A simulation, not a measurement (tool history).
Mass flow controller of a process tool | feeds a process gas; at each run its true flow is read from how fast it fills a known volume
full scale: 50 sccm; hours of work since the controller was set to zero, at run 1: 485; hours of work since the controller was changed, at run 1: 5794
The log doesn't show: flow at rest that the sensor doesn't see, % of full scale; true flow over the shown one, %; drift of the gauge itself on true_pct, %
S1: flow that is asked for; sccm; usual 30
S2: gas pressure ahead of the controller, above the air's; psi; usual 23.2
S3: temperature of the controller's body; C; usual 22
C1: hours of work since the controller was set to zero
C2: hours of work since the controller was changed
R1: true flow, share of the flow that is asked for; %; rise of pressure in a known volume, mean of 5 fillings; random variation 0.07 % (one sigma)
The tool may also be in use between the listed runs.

run	day	S1	S2	S3	C1	C2	R1
1	0.000	30	23.2	22	485	5794	100.36
2	16.979	30	23.2	22	622	5932	100.19
3	37.225	30	23.2	22	787	6096	100.25
4	53.221	7	23.2	22	916	6226	98.79
5	68.225	7	23.2	22	1038	6347	98.58
6	77.121	7	23.2	22	1110	6419	98.55
7	86.079	7	23.2	22	1183	6492	98.47
8	106.621	7	23.2	22	1349	6659	98.07
9	122.479	7	23.2	22	1478	6787	98.06
10	135.125	7	23.2	22	1580	6890	97.82
11	145.992	7	23.2	22	1668	6978	98.00
12	160.200	31	23.2	22	1784	7093	100.13
13	179.554	21	23.2	22	1940	7250	99.73
14	197.762	26	23.2	22	2088	7398	99.91
15	215.046	19	35.0	38	2228	7538	100.66
16	223.688	19	35.0	38	2298	7608	100.51
17	235.875	19	35.0	38	2397	7707	100.63
18	247.804	19	35.0	38	2494	7803	100.54
19	267.225	22	22.8	22	2651	7961	99.45
20	285.700	30	24.8	36	2801	8110	100.64
21	295.933	5	29.3	24	2884	8193	94.86
22	307.617	5	32.8	27	2979	8288	94.88

3 ways to go on from here, each from the tool as it stands after run 22. What would each give?
A	321.717	30	28.4	27	3093	8402	?
B	321.717	13	28.4	32	3093	8402	?
C	321.717	39	30.6	22	3093	8402	?

run	R1
A	100.42
B	98.84
C	100.72
Without the tool's hidden state the same runs would have given:
run	R1
A	99.86
B	99.73
C	99.90

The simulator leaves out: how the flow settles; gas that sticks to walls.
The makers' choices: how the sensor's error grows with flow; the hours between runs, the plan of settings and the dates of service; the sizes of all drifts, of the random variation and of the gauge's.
